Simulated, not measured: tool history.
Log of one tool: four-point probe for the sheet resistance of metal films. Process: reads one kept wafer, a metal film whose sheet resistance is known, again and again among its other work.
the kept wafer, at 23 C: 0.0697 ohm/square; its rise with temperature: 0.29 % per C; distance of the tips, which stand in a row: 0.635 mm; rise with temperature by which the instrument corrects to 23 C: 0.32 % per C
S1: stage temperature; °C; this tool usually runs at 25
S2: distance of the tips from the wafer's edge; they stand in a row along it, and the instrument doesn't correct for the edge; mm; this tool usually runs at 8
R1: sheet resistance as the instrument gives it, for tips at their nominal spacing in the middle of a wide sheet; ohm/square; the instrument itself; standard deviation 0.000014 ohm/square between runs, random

| run | hour | S1 | S2 | R1 |
|---|---|---|---|---|
| 1 | 0.0 | 25 | 8 | 0.069917 |
| 2 | 32.0 | 33 | 8 | 0.069746 |
| 3 | 54.2 | 25 | 41 | 0.069639 |
| 4 | 69.4 | 25 | 41 | 0.069693 |
| 5 | 83.4 | 25 | 41 | 0.069696 |
| 6 | 102.9 | 25 | 41 | 0.069658 |
| 7 | 133.4 | 25 | 41 | 0.069637 |
| 8 | 148.5 | 25 | 41 | 0.069689 |
| 9 | 163.0 | 25 | 41 | 0.069673 |
| 10 | 179.4 | 25 | 41 | 0.069703 |
| 11 | 195.7 | 25 | 41 | 0.069691 |
| 12 | 213.2 | 25 | 41 | 0.069657 |
| 13 | 231.5 | 25 | 41 | 0.069699 |
| 14 | 250.9 | 25 | 8 | 0.069899 |
| 15 | 267.1 | 25 | 8 | 0.069902 |
| 16 | 295.6 | 25 | 29 | 0.069679 |
| 17 | 313.7 | 25 | 29 | 0.069681 |
| 18 | 333.4 | 25 | 29 | 0.069694 |
| 19 | 349.5 | 28 | 8 | 0.069832 |
| 20 | 363.5 | 28 | 8 | 0.069842 |
| 21 | 395.6 | 28 | 8 | 0.069845 |
| 22 | 413.4 | 28 | 8 | 0.069857 |
| 23 | 444.8 | 28 | 8 | 0.069835 |
| 24 | 472.1 | 28 | 8 | 0.069846 |
| 25 | 490.0 | 25 | 25 | 0.069707 |
| 26 | 522.1 | 25 | 11 | 0.069816 |
| 27 | 542.5 | 28 | 11 | 0.069719 |
| 28 | 568.1 | 30 | 4 | 0.070516 |
| 29 | 582.6 | 30 | 4 | 0.070481 |
| 30 | 612.1 | 34 | 15 | 0.069579 |
| 31 | 633.3 | 26 | 58 | 0.069628 |
| 32 | 651.4 | 21 | 7 | 0.070057 |
| 33 | 672.1 | 30 | 23 | 0.069610 |
| 34 | 701.4 | 27 | 8 | 0.069831 |
| 35 | 721.5 | 27 | 8 | 0.069852 |
| 36 | 749.7 | 27 | 20 | 0.069658 |
| 37 | 780.0 | 21 | 70 | 0.069745 |
| 38 | 794.5 | 18 | 3 | 0.071439 |
| 39 | 825.2 | 26 | 3 | 0.071282 |
| 40 | 838.9 | 26 | 3 | 0.071321 |
| 41 | 858.5 | 26 | 3 | 0.071280 |
| 42 | 879.6 | 30 | 27 | 0.069586 |
| 43 | 897.5 | 30 | 27 | 0.069603 |
| 44 | 912.8 | 30 | 27 | 0.069567 |
| 45 | 936.6 | 28 | 25 | 0.069606 |

4 options for the next run, each taken on its own from the tool as it stands now. Forecast them:
| A | 963.0 | 28 | 11 | ? |
| B | 963.0 | 25 | 36 | ? |
| C | 963.0 | 25 | 20 | ? |
| D | 963.0 | 25 | 18 | ? |

| run | R1 |
|---|---|
| A | 0.069746 |
| B | 0.069670 |
| C | 0.069679 |
| D | 0.069709 |
Stripped of hidden state, with their random variation kept, the same runs would have yielded:
| run | R1 |
|---|---|
| A | 0.069743 |
| B | 0.069667 |
| C | 0.069676 |
| D | 0.069706 |
